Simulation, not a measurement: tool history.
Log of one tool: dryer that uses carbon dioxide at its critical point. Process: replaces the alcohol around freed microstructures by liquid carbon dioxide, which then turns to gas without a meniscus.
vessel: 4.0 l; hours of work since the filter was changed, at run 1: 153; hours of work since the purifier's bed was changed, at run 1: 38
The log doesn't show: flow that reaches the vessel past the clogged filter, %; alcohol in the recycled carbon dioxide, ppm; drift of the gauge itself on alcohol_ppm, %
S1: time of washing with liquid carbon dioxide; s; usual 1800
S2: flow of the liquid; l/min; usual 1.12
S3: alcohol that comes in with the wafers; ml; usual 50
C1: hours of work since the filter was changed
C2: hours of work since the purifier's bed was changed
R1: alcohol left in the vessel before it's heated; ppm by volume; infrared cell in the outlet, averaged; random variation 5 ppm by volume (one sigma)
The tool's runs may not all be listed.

run 1 hour=0 | S1=1800 S2=1.12 S3=50 | C1=153 C2=38 | R1=22
run 2 hour=18.3 | S1=1800 S2=1.12 S3=50 | C1=163 C2=49 | R1=18
run 3 hour=39.4 | S1=1800 S2=1.12 S3=50 | C1=175 C2=61 | R1=22
run 4 hour=67.3 | S1=2040 S2=1.12 S3=50 | C1=191 C2=77 | R1=26
run 5 hour=93.2 | S1=2040 S2=1.12 S3=50 | C1=206 C2=91 | R1=19
run 6 hour=122.1 | S1=2040 S2=1.12 S3=50 | C1=222 C2=108 | R1=26
run 7 hour=143 | S1=2040 S2=1.12 S3=50 | C1=234 C2=120 | R1=22
run 8 hour=167.6 | S1=2040 S2=1.12 S3=50 | C1=248 C2=134 | R1=33
run 9 hour=180.6 | S1=1800 S2=1.9 S3=50 | C1=255 C2=141 | R1=32
run 10 hour=208.5 | S1=1800 S2=1.9 S3=50 | C1=271 C2=157 | R1=30
-- hour=222.4 inlet filter changed
run 11 hour=229.5 | S1=1800 S2=1.9 S3=50 | C1=4 C2=168 | R1=27
run 12 hour=244 | S1=1800 S2=1.9 S3=50 | C1=12 C2=177 | R1=32
run 13 hour=269.6 | S1=1800 S2=1.12 S3=50 | C1=27 C2=191 | R1=43
run 14 hour=287.1 | S1=1800 S2=1.12 S3=50 | C1=37 C2=201 | R1=46
run 15 hour=307.9 | S1=1800 S2=1.12 S3=50 | C1=49 C2=213 | R1=44
run 16 hour=323.2 | S1=1800 S2=1.12 S3=50 | C1=57 C2=222 | R1=52
run 17 hour=344.8 | S1=1800 S2=1.12 S3=50 | C1=70 C2=234 | R1=53
run 18 hour=365.1 | S1=1800 S2=1.12 S3=50 | C1=81 C2=246 | R1=53
run 19 hour=382.2 | S1=1800 S2=1.12 S3=25 | C1=91 C2=255 | R1=57
run 20 hour=403.4 | S1=1800 S2=1.12 S3=25 | C1=103 C2=267 | R1=58
run 21 hour=427.4 | S1=1800 S2=1.12 S3=25 | C1=117 C2=281 | R1=59
run 22 hour=444.3 | S1=2520 S2=1.12 S3=50 | C1=126 C2=291 | R1=46
run 23 hour=465.7 | S1=2520 S2=1.12 S3=50 | C1=139 C2=303 | R1=56
run 24 hour=494.9 | S1=1140 S2=1.49 S3=28 | C1=155 C2=320 | R1=72
run 25 hour=514.5 | S1=1140 S2=1.49 S3=28 | C1=166 C2=331 | R1=77
run 26 hour=531.4 | S1=1080 S2=0.98 S3=68 | C1=176 C2=340 | R1=469
run 27 hour=557.9 | S1=1080 S2=0.98 S3=68 | C1=191 C2=356 | R1=462
run 28 hour=588 | S1=2040 S2=1.67 S3=50 | C1=208 C2=373 | R1=68
run 29 hour=609.6 | S1=1920 S2=1.62 S3=65 | C1=221 C2=385 | R1=63
run 30 hour=624.7 | S1=2460 S2=1.12 S3=28 | C1=229 C2=394 | R1=66
run 31 hour=652.6 | S1=1260 S2=1.12 S3=54 | C1=245 C2=410 | R1=162
run 32 hour=683.3 | S1=1380 S2=0.86 S3=102 | C1=263 C2=427 | R1=515
run 33 hour=707.7 | S1=1800 S2=1.58 S3=54 | C1=276 C2=441 | R1=78
-- hour=713.6 inlet filter changed
run 34 hour=737 | S1=1320 S2=1.23 S3=54 | C1=13 C2=457 | R1=111
run 35 hour=765.7 | S1=1560 S2=1.77 S3=20 | C1=30 C2=473 | R1=79
run 36 hour=796 | S1=1560 S2=1.77 S3=20 | C1=47 C2=491 | R1=79
run 37 hour=822.2 | S1=1200 S2=1.71 S3=31 | C1=62 C2=506 | R1=86
run 38 hour=844.2 | S1=1200 S2=1.12 S3=50 | C1=74 C2=518 | R1=180
run 39 hour=861.4 | S1=1200 S2=1.12 S3=50 | C1=84 C2=528 | R1=171
run 40 hour=889.5 | S1=1260 S2=1.11 S3=50 | C1=100 C2=544 | R1=162
run 41 hour=917.4 | S1=1800 S2=1.01 S3=50 | C1=116 C2=560 | R1=107
run 42 hour=936.8 | S1=1800 S2=1.01 S3=50 | C1=127 C2=571 | R1=119
run 43 hour=951.6 | S1=1800 S2=1.01 S3=50 | C1=136 C2=579 | R1=107
run 44 hour=968 | S1=1800 S2=1.01 S3=50 | C1=145 C2=589 | R1=119
run 45 hour=990.2 | S1=1980 S2=1.45 S3=31 | C1=158 C2=601 | R1=92
run 46 hour=1008 | S1=1980 S2=1.45 S3=31 | C1=168 C2=611 | R1=95

How the hidden state differs across the entries between the runs, from the last listed run before each to the first after it:
Between runs 10 and 11: inlet filter changed (hour 222.4)
  flow that reaches the vessel past the clogged filter, %: 93.5 -> 99.6; alcohol in the recycled carbon dioxide, ppm: 29.7 -> 31.4
  measured less the result without the state, R1: +25 -> +26 ppm by volume
Between runs 33 and 34: inlet filter changed (hour 713.6)
  flow that reaches the vessel past the clogged filter, %: 93.7 -> 99.6; alcohol in the recycled carbon dioxide, ppm: 73 -> 75.4
  measured less the result without the state, R1: +68 -> +72 ppm by volume
